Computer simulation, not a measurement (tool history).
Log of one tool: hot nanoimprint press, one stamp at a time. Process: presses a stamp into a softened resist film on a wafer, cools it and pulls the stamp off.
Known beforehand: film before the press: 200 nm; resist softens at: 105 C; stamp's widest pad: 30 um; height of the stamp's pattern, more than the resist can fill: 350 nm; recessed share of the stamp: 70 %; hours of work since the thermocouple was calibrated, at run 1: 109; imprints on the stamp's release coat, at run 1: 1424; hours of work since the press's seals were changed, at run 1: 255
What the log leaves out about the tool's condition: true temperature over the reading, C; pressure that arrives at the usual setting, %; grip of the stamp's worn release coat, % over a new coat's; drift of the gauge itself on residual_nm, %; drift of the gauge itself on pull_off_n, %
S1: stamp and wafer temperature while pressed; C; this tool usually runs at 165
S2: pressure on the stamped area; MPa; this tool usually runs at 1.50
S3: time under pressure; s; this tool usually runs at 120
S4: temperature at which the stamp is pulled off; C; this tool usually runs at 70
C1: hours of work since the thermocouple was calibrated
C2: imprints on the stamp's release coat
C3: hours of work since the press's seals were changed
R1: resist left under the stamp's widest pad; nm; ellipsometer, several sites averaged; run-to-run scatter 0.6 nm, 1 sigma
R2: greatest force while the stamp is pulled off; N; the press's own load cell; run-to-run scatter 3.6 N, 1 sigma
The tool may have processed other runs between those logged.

run 1 day=0.000 | S1=165 S2=1.50 S3=120 S4=70 | C1=109 C2=1424 C3=255 | R1=102.1 R2=169
run 2 day=0.596 | S1=165 S2=1.50 S3=120 S4=70 | C1=119 C2=1471 C3=264 | R1=101.9 R2=182
run 3 day=1.858 | S1=165 S2=1.50 S3=120 S4=70 | C1=138 C2=1570 C3=284 | R1=102.2 R2=182
run 4 day=2.654 | S1=165 S2=1.50 S3=120 S4=70 | C1=150 C2=1633 C3=296 | R1=101.5 R2=175
run 5 day=4.000 | S1=165 S2=1.50 S3=120 S4=70 | C1=171 C2=1739 C3=317 | R1=101.8 R2=181
run 6 day=4.762 | S1=172 S2=1.50 S3=120 S4=70 | C1=183 C2=1799 C3=329 | R1=83.7 R2=177
run 7 day=5.892 | S1=172 S2=1.50 S3=120 S4=70 | C1=200 C2=1887 C3=346 | R1=83.3 R2=180
-- day=7.142 stamp cleaned and given a new release coat
run 8 day=7.388 | S1=165 S2=1.50 S3=120 S4=56 | C1=219 C2=19 C3=365 | R1=101.6 R2=211
run 9 day=8.121 | S1=165 S2=1.50 S3=120 S4=56 | C1=231 C2=77 C3=377 | R1=102.6 R2=209
run 10 day=8.967 | S1=165 S2=1.50 S3=120 S4=70 | C1=244 C2=143 C3=390 | R1=102.1 R2=172
run 11 day=10.342 | S1=157 S2=1.50 S3=120 S4=70 | C1=265 C2=251 C3=411 | R1=128.4 R2=172
run 12 day=11.117 | S1=165 S2=1.57 S3=120 S4=70 | C1=277 C2=312 C3=423 | R1=99.9 R2=178
run 13 day=12.017 | S1=165 S2=1.57 S3=120 S4=74 | C1=291 C2=383 C3=437 | R1=100.5 R2=171
run 14 day=13.283 | S1=165 S2=1.50 S3=120 S4=70 | C1=310 C2=483 C3=456 | R1=103.1 R2=180
run 15 day=14.300 | S1=165 S2=1.50 S3=89 S4=70 | C1=326 C2=562 C3=472 | R1=113.8 R2=171
run 16 day=15.392 | S1=170 S2=1.50 S3=73 S4=70 | C1=343 C2=648 C3=489 | R1=106.5 R2=187
run 17 day=16.362 | S1=159 S2=1.53 S3=120 S4=70 | C1=358 C2=725 C3=504 | R1=120.0 R2=178
run 18 day=17.467 | S1=162 S2=1.45 S3=237 S4=70 | C1=375 C2=811 C3=521 | R1=90.3 R2=179
run 19 day=18.546 | S1=177 S2=1.30 S3=179 S4=72 | C1=392 C2=896 C3=537 | R1=67.2 R2=176
run 20 day=19.792 | S1=177 S2=1.30 S3=179 S4=72 | C1=411 C2=994 C3=557 | R1=66.0 R2=169
run 21 day=20.971 | S1=177 S2=1.30 S3=179 S4=72 | C1=429 C2=1087 C3=575 | R1=67.8 R2=169
run 22 day=21.654 | S1=177 S2=1.30 S3=179 S4=72 | C1=440 C2=1141 C3=585 | R1=67.9 R2=168
run 23 day=22.404 | S1=165 S2=1.07 S3=70 S4=76 | C1=451 C2=1199 C3=597 | R1=139.1 R2=164
-- day=23.600 plate thermocouple calibrated
run 24 day=23.912 | S1=165 S2=1.50 S3=120 S4=65 | C1=5 C2=1308 C3=618 | R1=103.7 R2=189
run 25 day=25.142 | S1=169 S2=0.91 S3=201 S4=68 | C1=24 C2=1405 C3=637 | R1=96.8 R2=180
run 26 day=26.079 | S1=169 S2=0.97 S3=201 S4=74 | C1=38 C2=1479 C3=652 | R1=93.4 R2=164
run 27 day=27.458 | S1=169 S2=0.97 S3=73 S4=74 | C1=60 C2=1587 C3=673 | R1=128.7 R2=164
run 28 day=28.167 | S1=177 S2=0.97 S3=73 S4=74 | C1=71 C2=1643 C3=684 | R1=108.4 R2=171
run 29 day=29.312 | S1=160 S2=1.72 S3=109 S4=70 | C1=88 C2=1733 C3=702 | R1=117.0 R2=172

Predict each of these 5 candidate next runs independently; none follows another, all start after run 29:
run A day=30.625 | S1=160 S2=2.12 S3=109 S4=70 | C1=108 C2=1836 C3=722 | R1=? R2=?
run B day=30.625 | S1=168 S2=1.50 S3=105 S4=70 | C1=108 C2=1836 C3=722 | R1=? R2=?
run C day=30.625 | S1=163 S2=1.51 S3=109 S4=75 | C1=108 C2=1836 C3=722 | R1=? R2=?
run D day=30.625 | S1=160 S2=1.72 S3=68 S4=70 | C1=108 C2=1836 C3=722 | R1=? R2=?
run E day=30.625 | S1=174 S2=0.97 S3=86 S4=70 | C1=108 C2=1836 C3=722 | R1=? R2=?

run=A R1=108.0 R2=172
run=B R1=99.3 R2=171
run=C R1=112.9 R2=168
run=D R1=135.7 R2=172
run=E R1=111.0 R2=175
Without the tool's unlogged condition, the same runs would have read:
run=A R1=105.2 R2=170
run=B R1=96.8 R2=169
run=C R1=110.0 R2=166
run=D R1=132.2 R2=171
run=E R1=108.2 R2=173
